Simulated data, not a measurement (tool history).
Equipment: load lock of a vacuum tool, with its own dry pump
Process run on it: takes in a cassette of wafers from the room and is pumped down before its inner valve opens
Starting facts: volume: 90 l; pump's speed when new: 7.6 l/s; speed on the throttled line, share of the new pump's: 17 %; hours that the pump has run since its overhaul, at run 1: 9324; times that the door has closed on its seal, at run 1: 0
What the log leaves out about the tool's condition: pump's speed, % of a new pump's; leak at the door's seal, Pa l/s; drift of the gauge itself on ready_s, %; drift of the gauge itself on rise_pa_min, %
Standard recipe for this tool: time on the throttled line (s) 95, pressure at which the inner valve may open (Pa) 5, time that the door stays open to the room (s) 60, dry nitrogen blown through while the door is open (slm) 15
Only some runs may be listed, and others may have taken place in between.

run	hour	time on the throttled line (s)	pressure at which the inner valve may open (Pa)	time that the door stays open to the room (s)	dry nitrogen blown through while the door is open (slm)	hours that the pump has run since its overhaul	times that the door has closed on its seal	incoming humidity of the room's air, %	time from the closed door until the inner valve may open (s)	rise of the pressure with all valves shut (Pa/min)
1	0	95	5	60	15	9324	0	43.9	205.2	0.017
2	411.9	95	5	60	15	9735	1515	45.1	201.5	0.018
3	688.8	95	5	60	15	10012	2533	45.5	203	0.018
4	1043.5	95	5	60	6	10367	3837	46.9	205.3	0.036
5	1396.2	95	5	99	6	10720	5134	44.2	203.7	0.038
6	1782	95	9	60	15	11106	6552	46.1	196.4	0.039
7	2103.1	95	5	226	15	11427	7733	43.6	205.9	0.055
8	2548.7	98	5	60	15	11872	9372	47.8	208.1	0.055
9	2978.6	98	5	60	15	12302	10953	44.9	209.9	0.07
10	3346.6	98	5	60	15	12670	12305	44.6	207	0.079
11	3670	98	5	60	15	12994	13495	46.6	211.2	0.094
12	4082.3	98	5	60	15	13406	15011	44.5	208.8	0.104
13	4380.9	95	6	60	15	13704	16109	42.1	205.1	0.116
14	4800.5	95	6	60	15	14124	17652	47	205.4	0.132
15	5232	95	6	60	15	14556	19238	46.4	206.2	0.156
16	5603.9	95	6	60	15	14927	20606	45.5	206.1	0.164
# hour 5860.4: door's seal changed, seat wiped
17	5968.1	95	5	60	15	15290	396	42.8	207.8	0.012
18	6354.4	95	5	60	15	15676	1817	40.4	207.5	0.021
19	6715.4	95	5	60	15	16037	3144	45.2	209.5	0.023
20	7072.8	76	5	60	19	16395	4458	43.8	193.3	0.022
21	7452.1	95	6	60	15	16774	5853	47.1	207.2	0.036
22	7865.5	95	5	60	37	17188	7373	43.9	210.7	0.041
23	8103.3	78	5	60	9	17425	8247	44.9	197	0.052
# hour 8457.8: dry pump taken out, an overhauled one fitted
24	8546.5	119	9	172	6	89	9855	43.7	211.1	0.074
25	8736.1	119	9	172	6	278	10552	47.1	209.7	0.082
26	8990.5	97	5	62	19	533	11488	44.7	199.8	0.074
27	9308.4	97	9	62	5	851	12656	45.7	190.5	0.091
28	9707.3	97	9	62	5	1250	14123	43.4	192	0.1
29	9948.2	95	5	60	7	1490	15009	46.4	197.3	0.11
30	10350.1	95	5	29	15	1892	16487	44.1	197.5	0.118
31	10767.7	95	4	70	15	2310	18022	44.5	200.4	0.13
32	11114.7	55	6	29	19	2657	19298	46.7	162.8	0.134
33	11447.2	128	6	29	19	2989	20521	41.3	223.3	0.163
# hour 11736: door's seal changed, seat wiped
34	11816.7	128	6	35	37	3357	297	46	226.2	0.012
35	12021.1	128	6	35	37	3562	1048	43.6	225.2	0.011
36	12302.9	128	8	37	19	3844	2085	47.5	221.1	0.02

Take each entry between the runs: how does the hidden state at the last listed run before it differ from the hidden state at the first listed run after it?
Logged between run 16 and run 17: door's seal changed, seat wiped (hour 5860.4)
  pump's speed, % of a new pump's: 90.7 -> 90.5; leak at the door's seal, Pa l/s: 0.2299 -> 0.0044
  what was measured, less what the result would be without the hidden state, time from the closed door until the inner valve may open (s): +10.5 -> +11; rise of the pressure with all valves shut (Pa/min): +0.15 -> +0.002
Logged between run 23 and run 24: dry pump taken out, an overhauled one fitted (hour 8457.8)
  pump's speed, % of a new pump's: 89 -> 100.7; leak at the door's seal, Pa l/s: 0.0579 -> 0.0731
  what was measured, less what the result would be without the hidden state, time from the closed door until the inner valve may open (s): +13.3 -> -0.6; rise of the pressure with all valves shut (Pa/min): +0.037 -> +0.048
Logged between run 33 and run 34: door's seal changed, seat wiped (hour 11736)
  pump's speed, % of a new pump's: 98.7 -> 98.4; leak at the door's seal, Pa l/s: 0.2282 -> 0.0037
  what was measured, less what the result would be without the hidden state, time from the closed door until the inner valve may open (s): +1.3 -> +1.6; rise of the pressure with all valves shut (Pa/min): +0.151 -> +0.001
